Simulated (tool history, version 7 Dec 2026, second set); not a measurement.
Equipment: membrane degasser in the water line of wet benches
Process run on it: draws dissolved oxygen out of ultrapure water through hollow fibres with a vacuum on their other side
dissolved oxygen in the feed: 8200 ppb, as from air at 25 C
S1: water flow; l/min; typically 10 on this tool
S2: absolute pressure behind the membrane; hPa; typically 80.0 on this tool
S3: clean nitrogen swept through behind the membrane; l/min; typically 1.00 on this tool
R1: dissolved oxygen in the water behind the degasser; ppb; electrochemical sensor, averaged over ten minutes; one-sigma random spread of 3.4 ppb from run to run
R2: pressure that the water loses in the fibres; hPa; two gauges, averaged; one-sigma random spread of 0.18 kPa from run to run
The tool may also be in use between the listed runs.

run    hour  S1     S2    S3     R1     R2
  1     0.0  10   80.0  1.00  377.7  352.4
       96.9  -- vacuum gauge calibrated
  2   109.4  10   80.0  1.00  366.1  358.6
  3   301.7  10   80.0  2.83  295.6  354.1
  4   464.6  10   60.0  1.00  320.9  358.8
      485.1  -- seals of the vacuum lines changed
  5   618.8  10   60.0  1.00  322.3  356.5
  6   733.5   7   60.0  1.00  157.3  253.1
  7   886.6   7   60.0  1.00  156.9  251.2
  8  1069.9   7   60.0  1.00  157.2  251.2
  9  1227.6   7   60.0  1.00  156.0  253.8
 10  1335.4   7   60.0  1.00  157.3  251.7
 11  1475.3  10  110.8  1.00  436.0  354.6
 12  1639.2  10  110.8  1.00  440.2  358.4
 13  1791.7  10   80.0  1.00  371.5  360.6
 14  1989.9   7   80.0  1.00  195.9  250.3
 15  2123.9  10  130.6  1.00  482.2  359.2
 16  2263.1  10  130.6  1.00  497.2  361.4
 17  2373.3  15   79.7  1.92  661.1  541.9
 18  2549.4  10   80.0  0.65  432.6  360.1
 19  2647.5  10   80.0  0.65  431.8  361.2
 20  2825.6  16  103.7  1.00  866.1  581.5
 21  2978.9  16  148.7  1.30  925.8  578.7
 22  3134.2   6   87.4  2.74  107.3  215.9
 23  3291.0  13   53.7  2.97  485.1  473.1
 24  3460.3  13   53.7  2.97  489.2  473.0
 25  3647.7  12  157.7  2.20  547.4  435.6
 26  3766.6  12  145.3  0.60  843.4  438.9

Some steps in R1, run to run, broken into two amounts with sign: the step expected even without the hidden condition (settings, incoming material, random variation), and the rest, left for the hidden condition together with whatever gauge scatter is not in both the measured and the hidden-condition-free result:
Unlogged tool condition in this case: membrane still open, %; true pressure behind the membrane over the reading, kPa; air that leaks in behind the membrane, l/min; drift of the gauge itself on oxygen_ppb, %; drift of the gauge itself on loss_of_pressure_kpa, %.
Run 19 -> 20: S1 10 -> 16, S2 80.0 -> 103.7, S3 0.65 -> 1.00. R1 +434.3 ppb: hidden state +32.7, all else +401.6.
Run 21 -> 22: S1 16 -> 6, S2 148.7 -> 87.4, S3 1.30 -> 2.74. R1 -818.5 ppb: hidden state -61.1, all else -757.4.
Run 22 -> 23: S1 6 -> 13, S2 87.4 -> 53.7, S3 2.74 -> 2.97. R1 +377.8 ppb: hidden state +49.0, all else +328.8.
